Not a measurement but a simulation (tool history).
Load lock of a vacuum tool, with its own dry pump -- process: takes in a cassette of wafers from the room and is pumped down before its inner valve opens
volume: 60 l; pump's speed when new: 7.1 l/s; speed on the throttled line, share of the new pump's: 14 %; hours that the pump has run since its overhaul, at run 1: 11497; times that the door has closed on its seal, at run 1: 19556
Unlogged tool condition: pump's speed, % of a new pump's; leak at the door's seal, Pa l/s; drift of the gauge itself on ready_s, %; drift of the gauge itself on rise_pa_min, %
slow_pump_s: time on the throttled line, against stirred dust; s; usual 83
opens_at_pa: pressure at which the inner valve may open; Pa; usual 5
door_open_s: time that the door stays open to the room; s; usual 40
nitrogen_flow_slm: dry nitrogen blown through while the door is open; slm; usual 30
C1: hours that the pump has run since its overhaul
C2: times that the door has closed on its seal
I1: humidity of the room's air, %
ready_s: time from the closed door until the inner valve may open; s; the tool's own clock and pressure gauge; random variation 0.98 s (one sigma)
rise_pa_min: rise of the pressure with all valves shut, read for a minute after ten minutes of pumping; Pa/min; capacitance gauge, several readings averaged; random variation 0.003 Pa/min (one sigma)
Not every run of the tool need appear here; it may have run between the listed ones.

run 1 hour=0.0 | slow_pump_s=83 opens_at_pa=5 door_open_s=40 nitrogen_flow_slm=30 | C1=11497 C2=19556 | I1=45.4 | ready_s=173.3 rise_pa_min=0.125
run 2 hour=497.0 | slow_pump_s=83 opens_at_pa=5 door_open_s=40 nitrogen_flow_slm=30 | C1=11994 C2=21663 | I1=42.4 | ready_s=172.6 rise_pa_min=0.131
run 3 hour=829.5 | slow_pump_s=83 opens_at_pa=5 door_open_s=40 nitrogen_flow_slm=30 | C1=12327 C2=23072 | I1=46.4 | ready_s=174.2 rise_pa_min=0.148
run 4 hour=1304.7 | slow_pump_s=83 opens_at_pa=5 door_open_s=57 nitrogen_flow_slm=30 | C1=12802 C2=25087 | I1=44.3 | ready_s=175.3 rise_pa_min=0.167
run 5 hour=1541.0 | slow_pump_s=83 opens_at_pa=5 door_open_s=40 nitrogen_flow_slm=30 | C1=13038 C2=26088 | I1=47.3 | ready_s=177.3 rise_pa_min=0.176
run 6 hour=1917.1 | slow_pump_s=55 opens_at_pa=5 door_open_s=40 nitrogen_flow_slm=30 | C1=13414 C2=27682 | I1=48.3 | ready_s=156.0 rise_pa_min=0.190
run 7 hour=2406.2 | slow_pump_s=55 opens_at_pa=5 door_open_s=40 nitrogen_flow_slm=30 | C1=13903 C2=29756 | I1=43.1 | ready_s=154.8 rise_pa_min=0.204
run 8 hour=2756.1 | slow_pump_s=55 opens_at_pa=5 door_open_s=40 nitrogen_flow_slm=30 | C1=14253 C2=31239 | I1=45.1 | ready_s=156.7 rise_pa_min=0.219
run 9 hour=3182.3 | slow_pump_s=55 opens_at_pa=5 door_open_s=40 nitrogen_flow_slm=30 | C1=14679 C2=33046 | I1=43.6 | ready_s=158.4 rise_pa_min=0.236
run 10 hour=3676.1 | slow_pump_s=83 opens_at_pa=5 door_open_s=40 nitrogen_flow_slm=38 | C1=15173 C2=35139 | I1=44.9 | ready_s=182.6 rise_pa_min=0.257
run 11 hour=3989.7 | slow_pump_s=83 opens_at_pa=5 door_open_s=40 nitrogen_flow_slm=38 | C1=15487 C2=36468 | I1=45.0 | ready_s=184.2 rise_pa_min=0.273
-- hour=4158.7 dry pump taken out, an overhauled one fitted
run 12 hour=4210.2 | slow_pump_s=83 opens_at_pa=5 door_open_s=40 nitrogen_flow_slm=30 | C1=51 C2=37378 | I1=47.7 | ready_s=156.3 rise_pa_min=0.273
run 13 hour=4554.6 | slow_pump_s=83 opens_at_pa=5 door_open_s=40 nitrogen_flow_slm=30 | C1=396 C2=38838 | I1=46.6 | ready_s=156.5 rise_pa_min=0.301
run 14 hour=4782.8 | slow_pump_s=121 opens_at_pa=5 door_open_s=40 nitrogen_flow_slm=30 | C1=624 C2=39805 | I1=44.2 | ready_s=188.4 rise_pa_min=0.306
run 15 hour=5208.5 | slow_pump_s=83 opens_at_pa=5 door_open_s=40 nitrogen_flow_slm=30 | C1=1050 C2=41609 | I1=45.1 | ready_s=157.5 rise_pa_min=0.332
run 16 hour=5674.9 | slow_pump_s=83 opens_at_pa=5 door_open_s=40 nitrogen_flow_slm=24 | C1=1516 C2=43587 | I1=43.1 | ready_s=158.8 rise_pa_min=0.361
run 17 hour=6030.6 | slow_pump_s=83 opens_at_pa=5 door_open_s=40 nitrogen_flow_slm=30 | C1=1872 C2=45094 | I1=47.7 | ready_s=156.8 rise_pa_min=0.374
run 18 hour=6448.6 | slow_pump_s=47 opens_at_pa=5 door_open_s=240 nitrogen_flow_slm=30 | C1=2290 C2=46866 | I1=42.4 | ready_s=129.1 rise_pa_min=0.432
run 19 hour=6933.8 | slow_pump_s=47 opens_at_pa=5 door_open_s=240 nitrogen_flow_slm=30 | C1=2775 C2=48923 | I1=45.8 | ready_s=131.3 rise_pa_min=0.466
run 20 hour=7354.4 | slow_pump_s=47 opens_at_pa=5 door_open_s=240 nitrogen_flow_slm=30 | C1=3196 C2=50706 | I1=45.4 | ready_s=129.5 rise_pa_min=0.493
run 21 hour=7670.6 | slow_pump_s=67 opens_at_pa=4 door_open_s=35 nitrogen_flow_slm=22 | C1=3512 C2=52047 | I1=46.7 | ready_s=150.3 rise_pa_min=0.462
run 22 hour=8140.6 | slow_pump_s=67 opens_at_pa=4 door_open_s=35 nitrogen_flow_slm=22 | C1=3982 C2=54039 | I1=45.7 | ready_s=152.9 rise_pa_min=0.487
run 23 hour=8503.4 | slow_pump_s=83 opens_at_pa=7 door_open_s=37 nitrogen_flow_slm=30 | C1=4345 C2=55577 | I1=43.3 | ready_s=159.3 rise_pa_min=0.517
run 24 hour=8955.4 | slow_pump_s=109 opens_at_pa=5 door_open_s=88 nitrogen_flow_slm=30 | C1=4797 C2=57493 | I1=45.7 | ready_s=184.1 rise_pa_min=0.549
run 25 hour=9284.7 | slow_pump_s=83 opens_at_pa=9 door_open_s=70 nitrogen_flow_slm=30 | C1=5126 C2=58889 | I1=43.5 | ready_s=158.6 rise_pa_min=0.575
run 26 hour=9736.2 | slow_pump_s=83 opens_at_pa=5 door_open_s=77 nitrogen_flow_slm=30 | C1=5577 C2=60803 | I1=44.4 | ready_s=165.4 rise_pa_min=0.607
run 27 hour=10014.2 | slow_pump_s=94 opens_at_pa=5 door_open_s=65 nitrogen_flow_slm=5 | C1=5856 C2=61982 | I1=47.4 | ready_s=174.2 rise_pa_min=0.649
-- hour=10317.0 door's seal changed, seat wiped
run 28 hour=10338.8 | slow_pump_s=150 opens_at_pa=5 door_open_s=65 nitrogen_flow_slm=5 | C1=6179 C2=93 | I1=46.7 | ready_s=220.6 rise_pa_min=0.041
run 29 hour=10631.4 | slow_pump_s=159 opens_at_pa=5 door_open_s=65 nitrogen_flow_slm=9 | C1=6471 C2=1333 | I1=41.9 | ready_s=229.7 rise_pa_min=0.033
run 30 hour=11145.0 | slow_pump_s=159 opens_at_pa=5 door_open_s=65 nitrogen_flow_slm=9 | C1=6985 C2=3511 | I1=41.2 | ready_s=232.2 rise_pa_min=0.043
run 31 hour=11356.8 | slow_pump_s=159 opens_at_pa=5 door_open_s=65 nitrogen_flow_slm=9 | C1=7197 C2=4408 | I1=46.4 | ready_s=229.7 rise_pa_min=0.049
run 32 hour=11747.1 | slow_pump_s=53 opens_at_pa=7 door_open_s=33 nitrogen_flow_slm=16 | C1=7587 C2=6063 | I1=42.4 | ready_s=139.0 rise_pa_min=0.045
run 33 hour=12033.7 | slow_pump_s=53 opens_at_pa=7 door_open_s=33 nitrogen_flow_slm=16 | C1=7873 C2=7278 | I1=41.1 | ready_s=140.4 rise_pa_min=0.040

For each entry between runs, how does the tool's hidden state at the last listed run before it compare with that at the first listed run after it?
Between runs 11 and 12: dry pump taken out, an overhauled one fitted (hour 4158.7)
  pump's speed, % of a new pump's: 73.5 -> 98.7; leak at the door's seal, Pa l/s: 0.2567 -> 0.2642
  measured value less the no-hidden-state value, ready_s: +26.9 -> +1.0 s; rise_pa_min: +0.254 -> +0.262 Pa/min
Between runs 27 and 28: door's seal changed, seat wiped (hour 10317.0)
  pump's speed, % of a new pump's: 88.6 -> 88; leak at the door's seal, Pa l/s: 0.5971 -> 0.0021
  measured value less the no-hidden-state value, ready_s: +9.6 -> +8.8 s; rise_pa_min: +0.608 -> +0.000 Pa/min

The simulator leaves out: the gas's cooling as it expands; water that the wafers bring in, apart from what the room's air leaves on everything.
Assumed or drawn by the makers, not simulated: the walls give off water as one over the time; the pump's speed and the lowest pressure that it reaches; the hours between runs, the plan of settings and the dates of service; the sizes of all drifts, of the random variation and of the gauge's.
